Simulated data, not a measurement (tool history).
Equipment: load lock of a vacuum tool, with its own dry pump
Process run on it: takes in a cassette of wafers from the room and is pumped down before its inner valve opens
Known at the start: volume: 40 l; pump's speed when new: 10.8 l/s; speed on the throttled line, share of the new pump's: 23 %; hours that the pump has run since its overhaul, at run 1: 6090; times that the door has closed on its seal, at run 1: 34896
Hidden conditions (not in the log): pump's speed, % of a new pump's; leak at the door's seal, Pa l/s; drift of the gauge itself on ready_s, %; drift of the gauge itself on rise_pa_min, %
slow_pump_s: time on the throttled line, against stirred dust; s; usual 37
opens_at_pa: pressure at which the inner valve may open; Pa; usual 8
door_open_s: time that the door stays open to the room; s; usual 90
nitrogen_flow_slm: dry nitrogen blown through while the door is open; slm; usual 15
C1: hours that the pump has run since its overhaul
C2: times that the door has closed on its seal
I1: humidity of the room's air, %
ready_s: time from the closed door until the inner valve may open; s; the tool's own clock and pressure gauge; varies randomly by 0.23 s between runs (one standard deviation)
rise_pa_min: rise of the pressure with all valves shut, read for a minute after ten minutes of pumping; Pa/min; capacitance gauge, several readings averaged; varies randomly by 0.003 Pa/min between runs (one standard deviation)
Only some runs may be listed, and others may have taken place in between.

run 1 hour=0.0 | slow_pump_s=37 opens_at_pa=8 door_open_s=90 nitrogen_flow_slm=15 | C1=6090 C2=34896 | I1=43.5 | ready_s=64.6 rise_pa_min=0.099
run 2 hour=261.7 | slow_pump_s=37 opens_at_pa=8 door_open_s=90 nitrogen_flow_slm=15 | C1=6352 C2=35560 | I1=47.0 | ready_s=64.7 rise_pa_min=0.107
run 3 hour=514.0 | slow_pump_s=37 opens_at_pa=12 door_open_s=90 nitrogen_flow_slm=15 | C1=6604 C2=36199 | I1=44.8 | ready_s=62.9 rise_pa_min=0.106
run 4 hour=873.3 | slow_pump_s=37 opens_at_pa=12 door_open_s=90 nitrogen_flow_slm=15 | C1=6964 C2=37110 | I1=44.2 | ready_s=63.2 rise_pa_min=0.109
run 5 hour=1068.2 | slow_pump_s=37 opens_at_pa=9 door_open_s=90 nitrogen_flow_slm=15 | C1=7158 C2=37604 | I1=43.1 | ready_s=64.3 rise_pa_min=0.107
run 6 hour=1279.6 | slow_pump_s=37 opens_at_pa=9 door_open_s=90 nitrogen_flow_slm=15 | C1=7370 C2=38141 | I1=46.5 | ready_s=64.4 rise_pa_min=0.114
run 7 hour=1554.0 | slow_pump_s=37 opens_at_pa=9 door_open_s=90 nitrogen_flow_slm=15 | C1=7644 C2=38836 | I1=43.1 | ready_s=64.5 rise_pa_min=0.109
run 8 hour=1936.4 | slow_pump_s=37 opens_at_pa=8 door_open_s=90 nitrogen_flow_slm=15 | C1=8027 C2=39806 | I1=47.0 | ready_s=65.0 rise_pa_min=0.113
run 9 hour=2258.1 | slow_pump_s=37 opens_at_pa=8 door_open_s=90 nitrogen_flow_slm=15 | C1=8348 C2=40622 | I1=45.1 | ready_s=65.0 rise_pa_min=0.113
run 10 hour=2602.8 | slow_pump_s=37 opens_at_pa=8 door_open_s=90 nitrogen_flow_slm=15 | C1=8693 C2=41496 | I1=47.3 | ready_s=64.9 rise_pa_min=0.121
run 11 hour=2886.4 | slow_pump_s=37 opens_at_pa=8 door_open_s=90 nitrogen_flow_slm=15 | C1=8977 C2=42215 | I1=43.6 | ready_s=64.8 rise_pa_min=0.117
run 12 hour=3172.1 | slow_pump_s=20 opens_at_pa=6 door_open_s=90 nitrogen_flow_slm=39 | C1=9262 C2=42939 | I1=44.6 | ready_s=53.6 rise_pa_min=0.103
run 13 hour=3361.6 | slow_pump_s=30 opens_at_pa=8 door_open_s=90 nitrogen_flow_slm=37 | C1=9452 C2=43420 | I1=46.5 | ready_s=59.8 rise_pa_min=0.107
run 14 hour=3751.8 | slow_pump_s=30 opens_at_pa=8 door_open_s=90 nitrogen_flow_slm=37 | C1=9842 C2=44409 | I1=46.4 | ready_s=59.5 rise_pa_min=0.105
run 15 hour=3995.7 | slow_pump_s=42 opens_at_pa=8 door_open_s=33 nitrogen_flow_slm=25 | C1=10086 C2=45027 | I1=46.7 | ready_s=68.9 rise_pa_min=0.103
run 16 hour=4258.9 | slow_pump_s=37 opens_at_pa=8 door_open_s=149 nitrogen_flow_slm=15 | C1=10349 C2=45695 | I1=46.3 | ready_s=65.4 rise_pa_min=0.149
run 17 hour=4440.2 | slow_pump_s=37 opens_at_pa=8 door_open_s=149 nitrogen_flow_slm=15 | C1=10530 C2=46154 | I1=46.5 | ready_s=65.3 rise_pa_min=0.148
run 18 hour=4708.9 | slow_pump_s=62 opens_at_pa=11 door_open_s=149 nitrogen_flow_slm=11 | C1=10799 C2=46836 | I1=43.8 | ready_s=82.8 rise_pa_min=0.152
run 19 hour=4875.4 | slow_pump_s=62 opens_at_pa=14 door_open_s=149 nitrogen_flow_slm=11 | C1=10966 C2=47258 | I1=45.0 | ready_s=81.4 rise_pa_min=0.168

Below are 4 alternative next runs, each starting from the tool's condition after run 19. Predict each:
run A hour=5264.8 | slow_pump_s=37 opens_at_pa=8 door_open_s=55 nitrogen_flow_slm=15 | C1=11355 C2=48245 | I1=43.6 | ready_s=? rise_pa_min=?
run B hour=5264.8 | slow_pump_s=37 opens_at_pa=8 door_open_s=90 nitrogen_flow_slm=28 | C1=11355 C2=48245 | I1=42.1 | ready_s=? rise_pa_min=?
run C hour=5264.8 | slow_pump_s=37 opens_at_pa=8 door_open_s=78 nitrogen_flow_slm=15 | C1=11355 C2=48245 | I1=44.4 | ready_s=? rise_pa_min=?
run D hour=5264.8 | slow_pump_s=31 opens_at_pa=13 door_open_s=90 nitrogen_flow_slm=8 | C1=11355 C2=48245 | I1=40.9 | ready_s=? rise_pa_min=?

run=A ready_s=65.6 rise_pa_min=0.122
run=B ready_s=65.2 rise_pa_min=0.132
run=C ready_s=65.4 rise_pa_min=0.132
run=D ready_s=58.8 rise_pa_min=0.140
Without the tool's hidden state the same runs would have given:
run=A ready_s=64.0 rise_pa_min=0.026
run=B ready_s=63.5 rise_pa_min=0.034
run=C ready_s=63.8 rise_pa_min=0.035
run=D ready_s=57.2 rise_pa_min=0.043

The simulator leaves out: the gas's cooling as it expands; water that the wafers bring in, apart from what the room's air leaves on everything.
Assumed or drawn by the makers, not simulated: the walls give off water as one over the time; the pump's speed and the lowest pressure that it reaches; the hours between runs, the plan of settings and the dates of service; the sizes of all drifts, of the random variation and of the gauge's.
